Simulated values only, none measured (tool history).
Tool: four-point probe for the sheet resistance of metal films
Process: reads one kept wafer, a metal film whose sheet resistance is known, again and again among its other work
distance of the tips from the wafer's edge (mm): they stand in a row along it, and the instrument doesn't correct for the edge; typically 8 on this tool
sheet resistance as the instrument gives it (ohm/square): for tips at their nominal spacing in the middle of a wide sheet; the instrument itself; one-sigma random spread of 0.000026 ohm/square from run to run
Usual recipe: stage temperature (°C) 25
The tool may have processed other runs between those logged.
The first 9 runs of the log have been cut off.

run	hour	stage temperature (°C)	distance of the tips from the wafer's edge (mm)	sheet resistance as the instrument gives it (ohm/square)
10	114.5	24	8	0.132437
11	127.4	25	8	0.132556
12	136.3	25	8	0.132523
13	149.6	25	8	0.132555
14	166.4	25	8	0.132584
15	184.5	25	8	0.132596
16	202.6	25	8	0.132621
17	214.8	34	8	0.133387
18	231.8	25	8	0.132648
19	240.2	25	8	0.132629
20	249.5	25	8	0.132651
21	258.3	18	4	0.132816

Forecast run 22:
22	276.1	18	4	?

sheet resistance as the instrument gives it (ohm/square): 0.132903
On a tool with no hidden condition, and with the same random variation, this run would have come out at sheet resistance as the instrument gives it (ohm/square) 0.131985.
